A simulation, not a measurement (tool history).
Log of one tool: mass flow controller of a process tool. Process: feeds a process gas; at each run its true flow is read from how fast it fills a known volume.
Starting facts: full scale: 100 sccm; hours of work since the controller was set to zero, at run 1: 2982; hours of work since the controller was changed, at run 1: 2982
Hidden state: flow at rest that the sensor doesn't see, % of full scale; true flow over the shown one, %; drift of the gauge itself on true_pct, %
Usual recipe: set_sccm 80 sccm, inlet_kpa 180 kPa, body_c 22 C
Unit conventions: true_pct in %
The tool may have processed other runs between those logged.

run	hour	set_sccm	inlet_kpa	body_c	hours of work since the controller was set to zero	hours of work since the controller was changed	true_pct
1	0.0	80	180	22	2982	2982	98.32
2	52.4	80	180	22	3019	3019	98.20
3	160.1	16	180	22	3095	3095	97.58
4	206.0	16	180	27	3127	3127	97.89
5	295.0	16	180	27	3190	3190	97.90
6	367.7	80	180	22	3241	3241	98.24
7	416.2	80	180	22	3275	3275	98.13
8	502.5	80	180	22	3336	3336	98.06
9	553.2	80	274	22	3371	3371	97.64
10	661.3	80	274	22	3447	3447	97.74
11	749.0	80	274	22	3509	3509	97.56
12	819.7	80	180	22	3559	3559	98.19
13	901.4	80	180	22	3616	3616	98.06
14	989.5	24	180	22	3678	3678	97.24
15	1034.7	80	180	22	3710	3710	97.98
16	1104.1	80	180	22	3759	3759	97.88
17	1163.7	80	180	22	3801	3801	97.87
18	1250.9	80	180	32	3862	3862	98.40
19	1296.6	80	180	24	3894	3894	97.95
20	1396.8	80	180	24	3965	3965	97.92
21	1454.5	80	180	24	4005	4005	97.93
22	1562.5	16	180	22	4081	4081	97.77
23	1623.1	80	191	22	4124	4124	97.75
24	1681.2	80	161	22	4165	4165	97.85
25	1784.4	80	161	22	4237	4237	97.68
26	1873.3	80	161	22	4300	4300	97.67
27	1967.8	16	267	22	4366	4366	97.27
28	2062.2	27	201	23	4432	4432	97.00
29	2160.1	28	175	34	4501	4501	97.69
30	2253.1	12	180	33	4567	4567	98.95
31	2312.1	15	180	31	4608	4608	98.26
32	2373.9	93	211	26	4652	4652	98.06
33	2428.2	19	179	30	4690	4690	97.91
34	2504.1	86	188	20	4743	4743	97.40
35	2606.7	80	180	26	4815	4815	97.68
36	2709.0	24	189	29	4887	4887	97.43
37	2754.8	20	180	22	4920	4920	97.22
38	2819.6	18	169	31	4965	4965	97.98
39	2886.7	18	169	31	5012	5012	98.03
40	2945.3	18	237	21	5053	5053	97.09
41	3015.0	13	254	34	5102	5102	98.46
42	3091.1	13	254	34	5156	5156	98.56
43	3160.5	71	254	24	5205	5205	97.03
44	3241.8	71	254	24	5262	5262	96.89
45	3302.5	71	254	24	5305	5305	96.93
46	3366.3	71	254	24	5349	5349	96.89
47	3440.4	80	180	34	5402	5402	97.97
48	3519.4	60	237	24	5457	5457	96.76
49	3605.5	17	252	25	5518	5518	97.38

A few steps of true_pct between consecutive runs. Split each: what settings, incoming material and random variation would produce without the hidden state, and what is left over for the hidden state, along with gauge scatter present in only one of the two compared results (measured, and without hidden state):
Run 29 -> 30: set_sccm 28 -> 12, inlet_kpa 175 -> 180, body_c 34 -> 33. true_pct +1.26 %: hidden state +1.89, all else -0.63.
Run 31 -> 32: set_sccm 15 -> 93, inlet_kpa 180 -> 211, body_c 31 -> 26. true_pct -0.20 %: hidden state -2.28, all else +2.08.
Run 40 -> 41: set_sccm 18 -> 13, inlet_kpa 237 -> 254, body_c 21 -> 34. true_pct +1.37 %: hidden state +0.95, all else +0.42.
Run 42 -> 43: set_sccm 13 -> 71, body_c 34 -> 24. true_pct -1.53 %: hidden state -2.86, all else +1.33.
Run 48 -> 49: set_sccm 60 -> 17, inlet_kpa 237 -> 252, body_c 24 -> 25. true_pct +0.62 %: hidden state +2.01, all else -1.39.
